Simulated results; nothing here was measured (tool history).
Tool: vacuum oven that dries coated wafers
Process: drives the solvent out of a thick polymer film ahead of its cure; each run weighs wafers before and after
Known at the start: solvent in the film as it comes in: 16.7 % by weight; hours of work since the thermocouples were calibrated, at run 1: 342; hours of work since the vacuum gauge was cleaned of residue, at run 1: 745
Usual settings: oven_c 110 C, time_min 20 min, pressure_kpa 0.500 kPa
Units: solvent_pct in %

run	hour	oven_c	time_min	pressure_kpa	hours of work since the thermocouples were calibrated	hours of work since the vacuum gauge was cleaned of residue	solvent_pct
1	0.0	110	20	0.500	342	745	2.63
2	23.6	110	20	0.500	353	756	2.48
3	54.4	110	20	0.500	367	771	2.52
4	77.4	110	20	0.500	378	781	2.52
5	106.9	110	20	0.500	392	795	2.57
6	134.9	110	20	0.500	405	808	2.47
7	163.1	110	20	0.500	418	821	2.51
8	189.6	110	20	0.500	430	833	2.51
9	217.5	110	26	0.500	443	846	1.68
10	240.7	110	12	0.500	454	857	4.82
11	263.5	121	20	0.500	464	868	0.70
12	289.0	110	20	0.500	476	879	2.48
13	304.7	110	26	0.500	483	887	1.63
14	324.4	110	26	0.500	492	896	1.62
15	350.6	109	27	0.500	505	908	1.76
16	382.2	109	27	0.500	519	923	1.74
17	409.5	110	20	0.951	532	935	2.85
18	431.1	110	20	0.951	542	945	2.92
19	458.2	110	20	0.951	554	958	2.91
20	475.0	106	20	0.951	562	966	4.02
21	496.6	106	20	0.951	572	976	3.96
22	524.8	110	13	0.500	585	989	4.43
23	550.2	99	23	1.489	597	1000	6.25
24	577.0	99	23	1.489	609	1013	6.05
25	593.2	110	27	0.500	617	1020	1.50
26	624.6	103	20	0.349	632	1035	4.31

Forecast each of these 3 alternatives for the next run:
A	648.2	110	27	0.500	642	1046	?
B	648.2	103	28	1.117	642	1046	?
C	648.2	104	12	0.354	642	1046	?

run	solvent_pct
A	1.55
B	3.58
C	6.63
Without the tool's hidden state the same runs would have given:
run	solvent_pct
A	1.51
B	3.52
C	6.58
